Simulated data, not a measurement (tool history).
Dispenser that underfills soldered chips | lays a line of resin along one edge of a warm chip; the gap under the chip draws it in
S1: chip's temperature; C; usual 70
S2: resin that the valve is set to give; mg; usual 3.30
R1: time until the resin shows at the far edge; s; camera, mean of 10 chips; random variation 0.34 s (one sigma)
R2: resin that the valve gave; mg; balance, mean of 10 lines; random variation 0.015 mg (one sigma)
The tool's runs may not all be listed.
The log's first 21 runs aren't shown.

{"day": 6.304, "done": "new syringe of resin"}
{"run": 22, "day": 6.429, "S1": 81, "S2": 3.69, "R1": 12.1, "R2": 3.65}
{"day": 6.792, "done": "new syringe of resin"}
{"run": 23, "day": 6.792, "S1": 84, "S2": 3.93, "R1": 9.4, "R2": 3.87}
{"run": 24, "day": 7.025, "S1": 84, "S2": 3.93, "R1": 12.1, "R2": 3.84}
{"day": 7.271, "done": "new syringe of resin"}
{"run": 25, "day": 7.333, "S1": 67, "S2": 3.58, "R1": 20.8, "R2": 3.51}
{"run": 26, "day": 7.617, "S1": 67, "S2": 3.31, "R1": 26.9, "R2": 3.19}
{"day": 7.758, "done": "new syringe of resin"}
{"run": 27, "day": 7.983, "S1": 75, "S2": 2.92, "R1": 17.9, "R2": 2.83}
{"day": 8.267, "done": "new syringe of resin"}
{"run": 28, "day": 8.292, "S1": 75, "S2": 2.92, "R1": 15.1, "R2": 2.8}
{"run": 29, "day": 8.662, "S1": 75, "S2": 2.92, "R1": 21.7, "R2": 2.75}
{"day": 8.767, "done": "new syringe of resin"}
{"run": 30, "day": 9.079, "S1": 78, "S2": 3.48, "R1": 16.2, "R2": 3.33}
{"day": 9.267, "done": "new syringe of resin"}
{"run": 31, "day": 9.333, "S1": 78, "S2": 3.48, "R1": 13.4, "R2": 3.28}
{"run": 32, "day": 9.692, "S1": 78, "S2": 3.48, "R1": 19.2, "R2": 3.28}
{"day": 9.754, "done": "new syringe of resin"}
{"run": 33, "day": 10.088, "S1": 68, "S2": 3.35, "R1": 26.2, "R2": 3.12}
{"day": 10.25, "done": "new syringe of resin"}
{"run": 34, "day": 10.5, "S1": 69, "S2": 3.25, "R1": 24.1, "R2": 3.05}

Forecast each of these 4 alternatives for the next run:
{"day": 10.733, "done": "new syringe of resin"}
{"run": "A", "day": 10.812, "S1": 75, "S2": 4.22, "R1": "?", "R2": "?"}
{"day": 10.733, "done": "new syringe of resin"}
{"run": "B", "day": 10.812, "S1": 78, "S2": 4.07, "R1": "?", "R2": "?"}
{"day": 10.733, "done": "new syringe of resin"}
{"run": "C", "day": 10.812, "S1": 73, "S2": 3.52, "R1": "?", "R2": "?"}
{"day": 10.733, "done": "new syringe of resin"}
{"run": "D", "day": 10.812, "S1": 70, "S2": 4.1, "R1": "?", "R2": "?"}

run=A R1=14.9 R2=3.92
run=B R1=13.6 R2=3.78
run=C R1=17.2 R2=3.28
run=D R1=19.0 R2=3.80
Without the tool's hidden state the same runs would have given:
run=A R1=12.9 R2=4.22
run=B R1=11.8 R2=4.07
run=C R1=14.9 R2=3.54
run=D R1=16.4 R2=4.10
